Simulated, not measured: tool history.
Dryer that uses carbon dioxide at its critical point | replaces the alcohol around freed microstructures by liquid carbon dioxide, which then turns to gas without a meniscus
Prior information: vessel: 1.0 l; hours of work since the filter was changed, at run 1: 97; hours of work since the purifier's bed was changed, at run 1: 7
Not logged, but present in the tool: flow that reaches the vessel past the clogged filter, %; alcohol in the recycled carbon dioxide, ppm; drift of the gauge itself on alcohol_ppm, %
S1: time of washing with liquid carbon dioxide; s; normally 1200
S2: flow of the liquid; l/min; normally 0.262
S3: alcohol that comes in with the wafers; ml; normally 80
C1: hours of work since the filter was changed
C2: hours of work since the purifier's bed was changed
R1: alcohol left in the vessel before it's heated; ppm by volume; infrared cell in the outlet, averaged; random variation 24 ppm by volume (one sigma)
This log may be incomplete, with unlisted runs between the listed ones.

run	hour	S1	S2	S3	C1	C2	R1
1	0	1200	0.262	80	97	7	1902
2	20.3	1200	0.262	41	110	20	1024
3	51.5	1200	0.262	41	130	40	1092
4	82.9	1200	0.262	41	150	60	1206
5	120.6	1200	0.262	41	174	84	1271
6	136	1200	0.262	80	184	94	2481
7	161.8	1200	0.262	80	200	110	2699
8	194.6	1200	0.262	80	221	131	2811
# hour 197.9: inlet filter changed
9	223.6	1200	0.351	80	16	149	468
10	260.8	1200	0.351	80	40	173	517
11	290.4	1200	0.351	80	59	192	515
12	326.3	1380	0.351	80	82	215	302
13	362.6	1740	0.216	29	106	238	436

What if the next run were any one of these 3? Each begins from the tool's condition after run 13:
A	400	1740	0.216	53	130	262	?
B	400	900	0.27	99	130	262	?
C	400	1920	0.216	45	130	262	?

run	R1
A	807
B	6352
C	461
With the hidden condition removed and each run's random variation left untouched, the same runs would have given:
run	R1
A	498
B	4763
C	263

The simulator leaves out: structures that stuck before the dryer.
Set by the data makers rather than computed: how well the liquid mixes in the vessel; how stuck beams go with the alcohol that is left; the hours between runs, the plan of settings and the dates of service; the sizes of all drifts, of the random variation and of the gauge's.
